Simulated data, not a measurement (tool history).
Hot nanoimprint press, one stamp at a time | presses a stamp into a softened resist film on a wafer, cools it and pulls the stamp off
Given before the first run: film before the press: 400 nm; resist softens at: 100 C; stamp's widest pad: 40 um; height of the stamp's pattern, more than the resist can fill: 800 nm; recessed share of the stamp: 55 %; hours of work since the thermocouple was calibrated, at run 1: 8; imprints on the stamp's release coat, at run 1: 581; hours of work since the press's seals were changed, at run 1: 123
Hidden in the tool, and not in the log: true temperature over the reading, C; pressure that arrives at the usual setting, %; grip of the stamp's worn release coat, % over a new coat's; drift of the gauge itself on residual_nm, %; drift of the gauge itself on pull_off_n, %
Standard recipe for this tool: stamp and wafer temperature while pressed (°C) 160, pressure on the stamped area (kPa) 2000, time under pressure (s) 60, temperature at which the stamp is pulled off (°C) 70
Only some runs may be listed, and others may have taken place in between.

run   hour  stamp and wafer temperature while pressed (°C)  pressure on the stamped area (kPa)  time under pressure (s)  temperature at which the stamp is pulled off (°C)  hours of work since the thermocouple was calibrated  imprints on the stamp's release coat  hours of work since the press's seals were changed  resist left under the stamp's widest pad (nm)  greatest force while the stamp is pulled off (N)
  1    0.0                                             160                                2000                       60                                                 70                                                    8                                   581                                                 123                                          164.3                                               164
  2   22.3                                             160                                2000                       60                                                 70                                                   18                                   617                                                 133                                          163.1                                               163
  3   33.0                                             160                                2000                       60                                                 70                                                   23                                   634                                                 139                                          164.4                                               169
  4   54.5                                             160                                2000                       60                                                 70                                                   34                                   668                                                 149                                          165.5                                               163
  5   78.3                                             160                                2000                       60                                                 70                                                   45                                   706                                                 160                                          164.8                                               163
  6  100.1                                             160                                2000                       60                                                 70                                                   55                                   741                                                 171                                          165.6                                               165
  7  115.2                                             160                                1260                       60                                                 70                                                   62                                   765                                                 178                                          213.1                                               165
  8  129.6                                             160                                1260                       60                                                 70                                                   69                                   789                                                 185                                          212.6                                               166
  9  140.3                                             160                                2000                       60                                                 70                                                   74                                   806                                                 190                                          164.4                                               170
 10  154.4                                             160                                3080                       60                                                 70                                                   81                                   828                                                 196                                          127.4                                               168
 11  166.1                                             160                                2000                       60                                                 57                                                   87                                   847                                                 202                                          164.4                                               193
 12  179.3                                             160                                2000                       60                                                 57                                                   93                                   868                                                 208                                          166.0                                               192
 13  202.3                                             160                                2610                       60                                                 70                                                  104                                   905                                                 219                                          142.2                                               172
 14  217.5                                             160                                2610                       60                                                 70                                                  111                                   929                                                 227                                          142.3                                               172
 15  238.3                                             160                                2610                       60                                                 70                                                  121                                   962                                                 236                                          141.8                                               174
 16  263.1                                             163                                2610                       60                                                 65                                                  133                                  1002                                                 248                                          126.7                                               185
 17  279.4                                             159                                2000                       77                                                 78                                                  141                                  1028                                                 256                                          159.6                                               154
 18  294.5                                             152                                3060                       74                                                 60                                                  148                                  1052                                                 263                                          168.4                                               191
 19  305.2                                             152                                3060                       74                                                 60                                                  153                                  1070                                                 268                                          168.3                                               193
 20  322.0                                             160                                1970                      115                                                 70                                                  161                                  1097                                                 276                                          135.0                                               175
 21  336.3                                             164                                2000                      117                                                 70                                                  168                                  1119                                                 283                                          114.1                                               171
 22  354.6                                             164                                2000                      117                                                 70                                                  177                                  1149                                                 292                                          114.5                                               170
 23  373.7                                             165                                1260                       47                                                 76                                                  186                                  1179                                                 301                                          196.7                                               166
 24  394.6                                             165                                1260                       47                                                 76                                                  196                                  1213                                                 311                                          196.9                                               165
 25  406.2                                             157                                1560                       60                                                 72                                                  201                                  1231                                                 317                                          214.5                                               167
 26  423.5                                             157                                1560                       60                                                 72                                                  210                                  1259                                                 325                                          217.7                                               167
 27  442.9                                             157                                1560                       60                                                 72                                                  219                                  1290                                                 334                                          218.0                                               174
 28  467.2                                             152                                1560                       71                                                 77                                                  230                                  1329                                                 346                                          251.7                                               159
 29  478.9                                             163                                2000                       79                                                 62                                                  236                                  1348                                                 351                                          137.1                                               193
 30  490.4                                             163                                2000                       79                                                 62                                                  242                                  1366                                                 357                                          137.6                                               192

For some of the steps in resist left under the stamp's widest pad (nm) from one run to the next: how much would appear even if the tool had no hidden state, given the settings, what came in and random variation, and how much remains for the hidden state plus any gauge scatter that the measured result and the result without hidden state don't share?
Run 8 -> 9: pressure on the stamped area (kPa) 1260 -> 2000. resist left under the stamp's widest pad (nm) -48.2: hidden state -0.1, all else -48.1.
Run 19 -> 20: stamp and wafer temperature while pressed (°C) 152 -> 160, pressure on the stamped area (kPa) 3060 -> 1970, time under pressure (s) 74 -> 115, temperature at which the stamp is pulled off (°C) 60 -> 70. resist left under the stamp's widest pad (nm) -33.3: hidden state -1.9, all else -31.4.
Run 22 -> 23: stamp and wafer temperature while pressed (°C) 164 -> 165, pressure on the stamped area (kPa) 2000 -> 1260, time under pressure (s) 117 -> 47, temperature at which the stamp is pulled off (°C) 70 -> 76. resist left under the stamp's widest pad (nm) +82.2: hidden state +1.7, all else +80.5.
Run 28 -> 29: stamp and wafer temperature while pressed (°C) 152 -> 163, pressure on the stamped area (kPa) 1560 -> 2000, time under pressure (s) 71 -> 79, temperature at which the stamp is pulled off (°C) 77 -> 62. resist left under the stamp's widest pad (nm) -114.6: hidden state -3.5, all else -111.1.
